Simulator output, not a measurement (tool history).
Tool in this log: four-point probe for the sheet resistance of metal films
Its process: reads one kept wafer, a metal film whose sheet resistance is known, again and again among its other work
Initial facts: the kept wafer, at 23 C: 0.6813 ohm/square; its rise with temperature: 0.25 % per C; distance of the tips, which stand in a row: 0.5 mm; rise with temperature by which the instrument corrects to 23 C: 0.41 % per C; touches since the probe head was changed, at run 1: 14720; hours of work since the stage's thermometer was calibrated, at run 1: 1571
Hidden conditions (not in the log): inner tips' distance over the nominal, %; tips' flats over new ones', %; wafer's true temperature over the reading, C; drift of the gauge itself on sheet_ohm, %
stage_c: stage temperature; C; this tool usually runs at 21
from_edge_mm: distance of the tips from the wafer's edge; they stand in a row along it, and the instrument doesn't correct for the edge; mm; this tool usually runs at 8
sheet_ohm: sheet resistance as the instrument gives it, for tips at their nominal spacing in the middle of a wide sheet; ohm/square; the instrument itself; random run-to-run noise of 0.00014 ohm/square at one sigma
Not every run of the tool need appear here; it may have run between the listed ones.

run    hour  stage_c  from_edge_mm  touches since the probe head was changed  hours of work since the stage's thermometer was calibrated  sheet_ohm
  1     0.0       21             8                                     14720                                                        1571   0.686452
  2    50.6       21             8                                     15747                                                        1606   0.686583
       85.2  -- stage's thermometer calibrated
  3   102.1       21             8                                     16784                                                          12   0.687169
  4   157.1       21             3                                     17900                                                          50   0.696004
  5   211.3       21             8                                     19001                                                          88   0.687042
  6   277.1       21             8                                     20338                                                         135   0.687161
  7   337.9       21             8                                     21573                                                         177   0.687143
  8   393.8       23             8                                     22708                                                         217   0.684849
  9   435.7       23             8                                     23560                                                         246   0.684865
 10   500.8       23             8                                     24881                                                         292   0.684650
 11   545.6       21             8                                     25792                                                         323   0.686968
 12   585.7       21             8                                     26607                                                         351   0.686703
 13   628.6       21             8                                     27478                                                         381   0.687110
 14   694.1       21             8                                     28808                                                         427   0.686888
 15   750.9       28             8                                     29962                                                         467   0.679024
 16   820.2       35            28                                     31368                                                         516   0.670907
 17   849.0       35             8                                     31954                                                         536   0.672306
 18   891.6       19            29                                     32819                                                         566   0.687630
 19   936.6       20            12                                     33733                                                         598   0.686931
 20   974.7       26            23                                     34507                                                         624   0.679861
 21  1018.5       21            37                                     35396                                                         655   0.685036
 22  1062.5       29             7                                     36290                                                         686   0.678509
 23  1096.9       29             7                                     36989                                                         710   0.678265
 24  1151.2       29             7                                     38093                                                         748   0.678241
 25  1217.9       19            65                                     39447                                                         795   0.687291
 26  1282.7       19            65                                     40763                                                         841   0.687144
 27  1331.4       18            68                                     41752                                                         875   0.688282

Consider 5 possible next runs. They are alternatives, not a sequence: every one starts from the tool as it was left by run 27. What does each give?
  A  1366.9       29             8                                     42473                                                         900          ?
  B  1366.9       22             8                                     42473                                                         900          ?
  C  1366.9       27            38                                     42473                                                         900          ?
  D  1366.9       18             6                                     42473                                                         900          ?
  E  1366.9       21             9                                     42473                                                         900          ?

run  sheet_ohm
  A   0.677929
  B   0.685327
  C   0.678562
  D   0.690738
  E   0.685977
With the hidden condition removed and each run's random variation left untouched, the same runs would have given:
run  sheet_ohm
  A   0.676493
  B   0.683884
  C   0.677127
  D   0.689288
  E   0.684533
